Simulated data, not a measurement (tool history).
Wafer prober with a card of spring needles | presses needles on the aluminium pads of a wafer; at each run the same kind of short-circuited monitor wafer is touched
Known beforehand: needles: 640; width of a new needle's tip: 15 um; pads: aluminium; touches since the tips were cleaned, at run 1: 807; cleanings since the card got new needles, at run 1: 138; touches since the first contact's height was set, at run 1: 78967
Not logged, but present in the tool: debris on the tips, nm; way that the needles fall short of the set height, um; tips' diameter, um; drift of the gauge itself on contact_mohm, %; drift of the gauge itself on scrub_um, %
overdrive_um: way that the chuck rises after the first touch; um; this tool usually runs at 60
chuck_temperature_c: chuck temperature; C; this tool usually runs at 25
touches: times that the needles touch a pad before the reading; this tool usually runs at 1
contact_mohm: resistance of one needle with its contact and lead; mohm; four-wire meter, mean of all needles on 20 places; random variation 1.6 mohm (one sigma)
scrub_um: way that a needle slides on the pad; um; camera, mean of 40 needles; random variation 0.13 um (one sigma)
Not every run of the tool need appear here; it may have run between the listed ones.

run	hour	overdrive_um	chuck_temperature_c	touches	touches since the tips were cleaned	cleanings since the card got new needles	touches since the first contact's height was set	contact_mohm	scrub_um
1	0.0	60	25	1	807	138	78967	162	10.02
# hour 5.7: tips cleaned on abrasive film
# hour 14.4: tips cleaned on abrasive film
# hour 23.6: tips cleaned on abrasive film
2	30.9	60	25	1	2059	141	87616	161	9.92
# hour 32.9: tips cleaned on abrasive film
# hour 41.2: tips cleaned on abrasive film
# hour 49.4: tips cleaned on abrasive film
3	49.4	65	25	1	0	144	92759	160	11.01
# hour 57.9: tips cleaned on abrasive film
# hour 66.9: tips cleaned on abrasive film
4	70.4	65	25	1	1000	146	98656	158	11.13
# hour 76.1: tips cleaned on abrasive film
# hour 85.1: tips cleaned on abrasive film
5	86.3	65	25	1	350	148	103098	159	10.91
# hour 93.7: tips cleaned on abrasive film
# hour 103.0: tips cleaned on abrasive film
6	105.8	45	25	1	788	150	108549	165	7.48
# hour 111.1: tips cleaned on abrasive film
# hour 119.5: tips cleaned on abrasive film
# hour 127.9: tips cleaned on abrasive film
# hour 136.7: tips cleaned on abrasive film
7	136.7	45	25	1	0	154	117158	164	7.59
# hour 144.8: tips cleaned on abrasive film
# hour 152.4: tips cleaned on abrasive film
8	154.3	45	25	1	523	156	122076	160	7.46
# hour 161.4: tips cleaned on abrasive film
# hour 170.8: tips cleaned on abrasive film
# hour 178.4: tips cleaned on abrasive film
9	184.0	45	25	1	1594	159	130401	162	7.47
# hour 186.0: tips cleaned on abrasive film
# hour 194.9: tips cleaned on abrasive film
# hour 195.2: height of the first contact set anew
# hour 202.9: tips cleaned on abrasive film
10	206.6	80	77	2	1046	162	3184	165	13.66
# hour 212.3: tips cleaned on abrasive film
# hour 220.3: tips cleaned on abrasive film
11	220.3	41	44	1	0	164	6997	165	6.84

What if the next run were any one of these 4? Each begins from the tool's condition after run 11:
# hour 229.0: tips cleaned on abrasive film
# hour 238.1: tips cleaned on abrasive film
# hour 247.0: tips cleaned on abrasive film
A	247.6	41	44	2	168	167	14642	?	?
# hour 229.0: tips cleaned on abrasive film
# hour 238.1: tips cleaned on abrasive film
# hour 247.0: tips cleaned on abrasive film
B	247.6	56	122	1	168	167	14642	?	?
# hour 229.0: tips cleaned on abrasive film
# hour 238.1: tips cleaned on abrasive film
# hour 247.0: tips cleaned on abrasive film
C	247.6	60	56	1	168	167	14642	?	?
# hour 229.0: tips cleaned on abrasive film
# hour 238.1: tips cleaned on abrasive film
# hour 247.0: tips cleaned on abrasive film
D	247.6	60	87	1	168	167	14642	?	?

run	contact_mohm	scrub_um
A	166	6.89
B	179	9.27
C	164	10.15
D	171	10.12
Stripped of hidden state, with their random variation kept, the same runs would have yielded:
run	contact_mohm	scrub_um
A	166	6.89
B	179	9.27
C	164	10.15
D	171	10.12
